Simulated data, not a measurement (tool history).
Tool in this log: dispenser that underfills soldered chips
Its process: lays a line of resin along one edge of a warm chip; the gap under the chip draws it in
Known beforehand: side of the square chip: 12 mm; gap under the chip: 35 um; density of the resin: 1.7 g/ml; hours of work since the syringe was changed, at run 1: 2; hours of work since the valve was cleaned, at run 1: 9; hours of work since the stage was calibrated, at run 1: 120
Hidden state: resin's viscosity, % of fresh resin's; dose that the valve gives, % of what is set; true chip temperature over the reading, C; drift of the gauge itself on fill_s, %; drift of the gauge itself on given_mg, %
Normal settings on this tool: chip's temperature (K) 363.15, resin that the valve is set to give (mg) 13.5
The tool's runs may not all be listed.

| run | hour | chip's temperature (K) | resin that the valve is set to give (mg) | hours of work since the syringe was changed | hours of work since the valve was cleaned | hours of work since the stage was calibrated | time until the resin shows at the far edge (s) | resin that the valve gave (mg) |
|---|---|---|---|---|---|---|---|---|
| 1 | 0 | 363.15 | 13.5 | 2 | 9 | 120 | 278.1 | 13.28 |
| 2 | 4.2 | 363.15 | 13.5 | 5 | 12 | 123 | 363.8 | 13.34 |
|  | 6.1 | new syringe of resin |
| 3 | 7.7 | 363.15 | 13.5 | 1 | 14 | 126 | 253.7 | 13.38 |
| 4 | 10.3 | 363.15 | 12.6 | 3 | 16 | 128 | 299.4 | 12.42 |
|  | 15.3 | new syringe of resin |
| 5 | 15.3 | 363.15 | 12.6 | 0 | 20 | 131 | 234.2 | 12.39 |
| 6 | 17.6 | 363.15 | 13.5 | 2 | 21 | 133 | 263 | 13.3 |
| 7 | 22.1 | 363.15 | 13.5 | 5 | 25 | 136 | 351 | 13.2 |
|  | 24.7 | new syringe of resin |
| 8 | 26.2 | 363.15 | 13.5 | 1 | 28 | 139 | 252.9 | 13.16 |
| 9 | 29.4 | 363.15 | 13.5 | 3 | 30 | 141 | 301.9 | 13.15 |
| 10 | 31.4 | 363.15 | 13.5 | 5 | 31 | 143 | 347.7 | 13.12 |
|  | 34.3 | new syringe of resin |
| 11 | 36.6 | 363.15 | 13.5 | 2 | 35 | 146 | 271.3 | 13.08 |
| 12 | 40.2 | 363.15 | 13.5 | 4 | 37 | 149 | 335.2 | 13.1 |
|  | 43.7 | new syringe of resin |
| 13 | 45.5 | 363.15 | 13.5 | 1 | 41 | 152 | 262.2 | 13.1 |
| 14 | 50.1 | 363.15 | 13.5 | 5 | 45 | 156 | 339.7 | 12.98 |
|  | 51.6 | dispensing valve cleaned and set on the balance |
|  | 54.1 | new syringe of resin |
| 15 | 55.4 | 363.15 | 13.5 | 1 | 3 | 159 | 256.1 | 13.47 |
| 16 | 58.9 | 363.15 | 15.7 | 3 | 5 | 161 | 304 | 15.64 |
| 17 | 62.9 | 363.15 | 15.7 | 6 | 8 | 164 | 389.6 | 15.53 |
|  | 63.7 | new syringe of resin |
| 18 | 65.4 | 363.15 | 15.7 | 1 | 10 | 166 | 257 | 15.49 |
| 19 | 69.2 | 356.15 | 15.7 | 4 | 12 | 169 | 379.8 | 15.53 |
|  | 73.1 | new syringe of resin |
| 20 | 73.3 | 353.15 | 15 | 0 | 15 | 171 | 306.3 | 14.77 |
| 21 | 76.1 | 363.15 | 14 | 2 | 17 | 174 | 278.2 | 13.8 |
| 22 | 80.1 | 369.15 | 14.2 | 5 | 20 | 176 | 299.2 | 13.98 |
|  | 82.6 | new syringe of resin |
| 23 | 85.1 | 360.15 | 15.6 | 2 | 24 | 180 | 284.3 | 15.26 |
| 24 | 89.7 | 368.15 | 13.5 | 5 | 27 | 183 | 305.9 | 13.23 |
|  | 92.1 | new syringe of resin |
| 25 | 94.5 | 374.15 | 11.9 | 2 | 30 | 187 | 201.1 | 11.59 |
| 26 | 96.8 | 350.15 | 17.2 | 3 | 32 | 188 | 426.5 | 16.76 |
| 27 | 100.6 | 350.15 | 17.2 | 6 | 35 | 191 | 529.3 | 16.67 |
|  | 101.5 | new syringe of resin |
| 28 | 105 | 372.15 | 16.9 | 3 | 38 | 194 | 214.6 | 16.41 |
| 29 | 109.4 | 372.15 | 16.9 | 6 | 41 | 197 | 276 | 16.3 |
|  | 110.9 | new syringe of resin |
| 30 | 112.1 | 372.15 | 12.1 | 1 | 43 | 199 | 199.6 | 11.7 |
|  | 115.9 | dispensing valve cleaned and set on the balance |
| 31 | 116.7 | 349.15 | 15.5 | 3 | 1 | 202 | 448.8 | 15.49 |
| 32 | 119.8 | 363.15 | 14.4 | 6 | 3 | 204 | 370.7 | 14.4 |
|  | 121.3 | new syringe of resin |
| 33 | 122.8 | 363.15 | 12.4 | 1 | 5 | 206 | 255.8 | 12.39 |
| 34 | 125.8 | 356.15 | 17.6 | 3 | 7 | 208 | 361.5 | 17.55 |
| 35 | 129.2 | 348.15 | 13 | 6 | 9 | 211 | 565 | 12.87 |
|  | 130.7 | new syringe of resin |
| 36 | 132.3 | 362.15 | 15.4 | 1 | 12 | 213 | 255.7 | 15.3 |

A few steps of time until the resin shows at the far edge (s) between consecutive runs. Split each: what settings, incoming material and random variation would produce without the hidden state, and what is left over for the hidden state, along with gauge scatter present in only one of the two compared results (measured, and without hidden state):
Run 17 -> 18: new syringe of resin. time until the resin shows at the far edge (s) -132.6: hidden state -137.2, all else +4.6.
Run 27 -> 28: chip's temperature (K) 350.15 -> 372.15, resin that the valve is set to give (mg) 17.2 -> 16.9, new syringe of resin. time until the resin shows at the far edge (s) -314.7: hidden state -161.4, all else -153.3.
Run 30 -> 31: chip's temperature (K) 372.15 -> 349.15, resin that the valve is set to give (mg) 12.1 -> 15.5, dispensing valve cleaned and set on the balance. time until the resin shows at the far edge (s) +249.2: hidden state +89.1, all else +160.1.
Run 35 -> 36: chip's temperature (K) 348.15 -> 362.15, resin that the valve is set to give (mg) 13 -> 15.4, new syringe of resin. time until the resin shows at the far edge (s) -309.3: hidden state -184.8, all else -124.5.

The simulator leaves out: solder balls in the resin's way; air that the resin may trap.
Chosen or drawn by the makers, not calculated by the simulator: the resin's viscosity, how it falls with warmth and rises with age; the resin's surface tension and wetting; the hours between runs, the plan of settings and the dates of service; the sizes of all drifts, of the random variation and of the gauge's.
